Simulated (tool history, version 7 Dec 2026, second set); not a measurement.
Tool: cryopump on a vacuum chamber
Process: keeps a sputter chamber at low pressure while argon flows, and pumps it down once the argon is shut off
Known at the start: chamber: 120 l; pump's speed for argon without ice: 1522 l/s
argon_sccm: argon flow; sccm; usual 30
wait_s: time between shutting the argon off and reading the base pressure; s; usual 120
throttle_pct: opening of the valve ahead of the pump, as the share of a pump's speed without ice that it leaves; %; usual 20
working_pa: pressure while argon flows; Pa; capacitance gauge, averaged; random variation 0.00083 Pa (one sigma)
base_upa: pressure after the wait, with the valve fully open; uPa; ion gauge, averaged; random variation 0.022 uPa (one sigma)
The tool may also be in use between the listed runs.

run,hour,argon_sccm,wait_s,throttle_pct,working_pa,base_upa
1,0,30,120,20,0.1748,1.18
2,14.9,30,120,20,0.1754,1.17
3,34.6,30,120,20,0.1747,1.16
4,50.2,30,120,26,0.1361,1.19
5,68,30,24,20,0.1756,3.04
6,86.3,30,24,20,0.1751,3.03
7,96.8,30,24,20,0.1755,3.12
8,108.5,30,24,20,0.1742,3.12
9,127.1,30,120,24,0.1486,1.24
10,140.4,30,120,24,0.1475,1.22
11,150.2,30,120,24,0.1474,1.27
12,165.1,30,144,20,0.1776,1.12
13,177.3,30,250,20,0.1769,1
14,193.3,30,250,20,0.1766,1.02
15,210,52,53,20,0.3054,1.89
# hour 226.4: pump warmed up, emptied and cooled again
16,229.4,57,23,54,0.1186,3
17,245,57,128,35,0.1796,1.06
18,254.3,59,95,20,0.3296,1.24
19,273,18,70,23,0.0876,1.4

The next listed run, before its measurement:
20,289.8,22,120,34,?,?

{"run 20": {"working_pa": 0.0728, "base_upa": 1.08}}
Without the tool's hidden state the same run would have given working_pa 0.0723 Pa, base_upa 0.64 uPa.
